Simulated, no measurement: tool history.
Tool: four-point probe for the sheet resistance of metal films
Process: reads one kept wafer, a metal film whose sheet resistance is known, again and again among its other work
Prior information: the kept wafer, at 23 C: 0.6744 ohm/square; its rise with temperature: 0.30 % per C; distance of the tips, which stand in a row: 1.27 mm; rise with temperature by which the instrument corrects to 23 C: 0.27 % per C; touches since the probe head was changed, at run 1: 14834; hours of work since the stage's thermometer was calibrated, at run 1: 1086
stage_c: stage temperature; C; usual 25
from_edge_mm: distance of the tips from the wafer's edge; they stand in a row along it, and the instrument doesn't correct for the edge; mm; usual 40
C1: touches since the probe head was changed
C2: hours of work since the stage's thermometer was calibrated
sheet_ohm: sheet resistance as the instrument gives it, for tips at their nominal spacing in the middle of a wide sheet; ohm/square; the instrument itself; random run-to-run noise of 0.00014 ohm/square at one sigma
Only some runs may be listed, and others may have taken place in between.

{"run": 1, "hour": 0.0, "stage_c": 25, "from_edge_mm": 40, "C1": 14834, "C2": 1086, "sheet_ohm": 0.675078}
{"run": 2, "hour": 47.4, "stage_c": 25, "from_edge_mm": 40, "C1": 17155, "C2": 1115, "sheet_ohm": 0.675279}
{"run": 3, "hour": 142.7, "stage_c": 25, "from_edge_mm": 40, "C1": 21823, "C2": 1175, "sheet_ohm": 0.67514}
{"run": 4, "hour": 227.7, "stage_c": 25, "from_edge_mm": 40, "C1": 25983, "C2": 1228, "sheet_ohm": 0.675372}
{"run": 5, "hour": 304.6, "stage_c": 25, "from_edge_mm": 40, "C1": 29752, "C2": 1277, "sheet_ohm": 0.675055}
{"run": 6, "hour": 373.1, "stage_c": 25, "from_edge_mm": 40, "C1": 33105, "C2": 1319, "sheet_ohm": 0.674868}
{"run": 7, "hour": 434.2, "stage_c": 25, "from_edge_mm": 40, "C1": 36097, "C2": 1358, "sheet_ohm": 0.675185}
{"run": 8, "hour": 490.6, "stage_c": 25, "from_edge_mm": 14, "C1": 38861, "C2": 1393, "sheet_ohm": 0.677619}
{"run": 9, "hour": 577.5, "stage_c": 25, "from_edge_mm": 14, "C1": 43115, "C2": 1448, "sheet_ohm": 0.677569}
{"hour": 607.6, "done": "stage's thermometer calibrated"}
{"run": 10, "hour": 676.1, "stage_c": 25, "from_edge_mm": 6, "C1": 47918, "C2": 43, "sheet_ohm": 0.690521}
{"run": 11, "hour": 757.7, "stage_c": 25, "from_edge_mm": 8, "C1": 51913, "C2": 94, "sheet_ohm": 0.683668}
{"run": 12, "hour": 800.9, "stage_c": 25, "from_edge_mm": 50, "C1": 54031, "C2": 121, "sheet_ohm": 0.674724}
{"run": 13, "hour": 907.8, "stage_c": 25, "from_edge_mm": 50, "C1": 59265, "C2": 188, "sheet_ohm": 0.674937}
{"run": 14, "hour": 982.7, "stage_c": 25, "from_edge_mm": 40, "C1": 62933, "C2": 235, "sheet_ohm": 0.675056}
{"run": 15, "hour": 1085.8, "stage_c": 25, "from_edge_mm": 40, "C1": 67981, "C2": 300, "sheet_ohm": 0.675203}
{"run": 16, "hour": 1177.6, "stage_c": 25, "from_edge_mm": 28, "C1": 72478, "C2": 357, "sheet_ohm": 0.675428}
{"hour": 1212.8, "done": "new probe head fitted"}
{"run": 17, "hour": 1286.0, "stage_c": 25, "from_edge_mm": 28, "C1": 3585, "C2": 425, "sheet_ohm": 0.675325}
{"run": 18, "hour": 1360.6, "stage_c": 25, "from_edge_mm": 28, "C1": 7239, "C2": 471, "sheet_ohm": 0.675357}
{"run": 19, "hour": 1458.1, "stage_c": 23, "from_edge_mm": 28, "C1": 12014, "C2": 532, "sheet_ohm": 0.67513}
{"run": 20, "hour": 1516.7, "stage_c": 29, "from_edge_mm": 7, "C1": 14885, "C2": 569, "sheet_ohm": 0.687249}
{"run": 21, "hour": 1567.3, "stage_c": 33, "from_edge_mm": 68, "C1": 17361, "C2": 601, "sheet_ohm": 0.676291}
{"run": 22, "hour": 1629.5, "stage_c": 33, "from_edge_mm": 68, "C1": 20408, "C2": 640, "sheet_ohm": 0.676295}
{"run": 23, "hour": 1692.8, "stage_c": 23, "from_edge_mm": 47, "C1": 23508, "C2": 680, "sheet_ohm": 0.674542}
{"run": 24, "hour": 1799.8, "stage_c": 23, "from_edge_mm": 47, "C1": 28748, "C2": 747, "sheet_ohm": 0.674663}
{"run": 25, "hour": 1849.9, "stage_c": 23, "from_edge_mm": 47, "C1": 31202, "C2": 778, "sheet_ohm": 0.674576}
{"run": 26, "hour": 1895.9, "stage_c": 24, "from_edge_mm": 4, "C1": 33456, "C2": 807, "sheet_ohm": 0.709302}
{"run": 27, "hour": 1995.2, "stage_c": 24, "from_edge_mm": 4, "C1": 38314, "C2": 869, "sheet_ohm": 0.709441}
{"run": 28, "hour": 2044.3, "stage_c": 24, "from_edge_mm": 4, "C1": 40721, "C2": 900, "sheet_ohm": 0.709137}
{"run": 29, "hour": 2150.1, "stage_c": 24, "from_edge_mm": 4, "C1": 45903, "C2": 966, "sheet_ohm": 0.709072}
{"run": 30, "hour": 2241.7, "stage_c": 30, "from_edge_mm": 61, "C1": 50386, "C2": 1023, "sheet_ohm": 0.675554}
{"run": 31, "hour": 2322.7, "stage_c": 24, "from_edge_mm": 3, "C1": 54352, "C2": 1074, "sheet_ohm": 0.733477}
{"run": 32, "hour": 2426.1, "stage_c": 24, "from_edge_mm": 3, "C1": 59415, "C2": 1139, "sheet_ohm": 0.733378}
{"run": 33, "hour": 2484.2, "stage_c": 24, "from_edge_mm": 3, "C1": 62262, "C2": 1175, "sheet_ohm": 0.733226}
{"run": 34, "hour": 2529.0, "stage_c": 19, "from_edge_mm": 3, "C1": 64458, "C2": 1204, "sheet_ohm": 0.732593}
{"run": 35, "hour": 2610.9, "stage_c": 29, "from_edge_mm": 40, "C1": 68468, "C2": 1255, "sheet_ohm": 0.675638}

Entry by entry between the runs, the difference in hidden state between the last listed run before and the first listed run after:
Run 9 -> run 10: stage's thermometer calibrated (hour 607.6)
  inner tips' distance over the nominal, %: -0.006 -> -0.007
Run 16 -> run 17: new probe head fitted (hour 1212.8)
  inner tips' distance over the nominal, %: -0.011 -> -0.003; tips' flats over new ones', %: 1 -> 0

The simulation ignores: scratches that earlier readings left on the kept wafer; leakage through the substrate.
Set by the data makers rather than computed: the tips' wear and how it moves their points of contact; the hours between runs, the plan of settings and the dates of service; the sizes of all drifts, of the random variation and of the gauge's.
